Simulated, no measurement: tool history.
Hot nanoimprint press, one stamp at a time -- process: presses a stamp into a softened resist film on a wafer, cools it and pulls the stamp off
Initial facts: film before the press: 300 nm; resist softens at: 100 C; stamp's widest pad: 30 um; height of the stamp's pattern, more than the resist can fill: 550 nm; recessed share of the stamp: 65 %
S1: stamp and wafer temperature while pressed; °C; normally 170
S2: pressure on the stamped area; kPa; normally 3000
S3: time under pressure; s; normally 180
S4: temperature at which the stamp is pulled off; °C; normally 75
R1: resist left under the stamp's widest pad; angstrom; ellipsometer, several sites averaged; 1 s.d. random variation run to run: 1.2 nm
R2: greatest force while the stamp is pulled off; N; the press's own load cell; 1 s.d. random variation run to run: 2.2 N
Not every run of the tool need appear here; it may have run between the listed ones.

run     day   S1    S2   S3  S4    R1   R2
  1       0  170  3000  180  75  1791  140
  2   1.012  170  3000  180  75  1796  143
      1.979  -- stamp cleaned and given a new release coat
  3   2.233  170  3000  180  75  1792   99
  4   3.042  170  3000  180  75  1791  102
  5   4.012  170  3000  180  75  1826  108
  6   4.917  170  3000  180  71  1821  116
  7   5.342  170  2500  180  75  1940  119
  8   6.058  170  2500  180  75  1917  121
  9   7.075  170  3000  180  75  1824  125
      7.283  -- plate thermocouple calibrated
 10   7.938  170  3000  180  75  1834  132
 11   8.942  170  3000  180  75  1834  135
 12   9.892  170  3000  180  75  1853  139
 13  10.508  170  3000  180  75  1840  150
 14  11.104  170  3000  180  75  1844  149
     11.754  -- stamp cleaned and given a new release coat
 15  12.362  177  2800  180  75  1364  107
     12.938  -- plate thermocouple calibrated, once more
 16  13.475  177  2800  180  75  1313  108
 17   14.35  175  1890  353  80  1332  106
 18  14.775  172  3620  119  61  1772  142
 19   15.25  161  3000  167  72  2535  124
 20  16.271  161  2890  167  72  2553  134
 21  17.096  161  2890  167  72  2519  125
 22  17.825  166  3910  212  67  1906  148
 23  18.779  166  3910   91  67  2324  151
 24  19.446  181  2330   91  63  1566  170
 25  20.325  179  3200  254  81   996  132
 26  20.896  179  3200  144  81  1259  129
     21.529  -- stamp cleaned and given a new release coat
 27  21.825  179  3200  144  81  1264   90
 28  22.642  179  3200  144  67  1280  123

Consider 5 possible next runs. They are alternatives, not a sequence: every one starts from the tool as it was left by run 28. What does each give?
  A  23.583  170  3000  180  83   ?   ?
  B  23.583  179  3200  241  71   ?   ?
  C  23.583  170  2720  229  74   ?   ?
  D  23.583  170  2580  277  75   ?   ?
  E  23.583  170  2630  180  68   ?   ?

run    R1   R2
  A  1862   91
  B  1046  120
  C  1750  114
  D  1682  107
  E  1923  126
The same runs, with their run-to-run variation unchanged, on a tool lacking any hidden condition would have given:
run    R1   R2
  A  1782   82
  B   990  108
  C  1674  102
  D  1607   96
  E  1847  113
